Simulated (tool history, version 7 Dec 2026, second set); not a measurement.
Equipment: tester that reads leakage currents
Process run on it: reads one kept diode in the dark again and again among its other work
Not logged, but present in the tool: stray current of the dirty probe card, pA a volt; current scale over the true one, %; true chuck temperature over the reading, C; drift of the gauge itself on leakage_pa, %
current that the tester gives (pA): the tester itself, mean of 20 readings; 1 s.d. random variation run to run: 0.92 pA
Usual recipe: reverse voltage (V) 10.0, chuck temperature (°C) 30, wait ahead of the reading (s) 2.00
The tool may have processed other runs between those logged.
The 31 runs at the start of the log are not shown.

run	hour	reverse voltage (V)	chuck temperature (°C)	wait ahead of the reading (s)	hours of work since the probe card was cleaned	hours of work since the tester was calibrated	hours of work since the chuck was calibrated	current that the tester gives (pA)
32	3605.5	1.3	26	1.55	1082	3242	383	103.78
33	3725.0	1.3	26	1.55	1156	3317	457	104.76
34	3884.8	7.0	25	0.38	1255	3416	556	194.15
35	4031.9	9.5	46	1.33	1347	3507	647	1296.32
36	4192.9	9.5	25	1.33	1447	3607	747	224.92
37	4352.0	6.3	56	3.10	1546	3706	846	2479.38
38	4508.8	1.4	43	0.58	1643	3803	943	507.52
39	4654.6	2.8	21	6.76	1733	3894	1034	99.14

Forecast each of these 3 alternatives for the next run:
A	4749.5	2.8	21	2.09	1792	3953	1093	?
B	4749.5	16.8	24	3.02	1792	3953	1093	?
C	4749.5	5.4	40	3.20	1792	3953	1093	?

run	current that the tester gives (pA)
A	100.53
B	279.59
C	681.20
The same runs, with their run-to-run variation unchanged, on a tool lacking any hidden condition would have given:
run	current that the tester gives (pA)
A	81.48
B	214.51
C	583.06
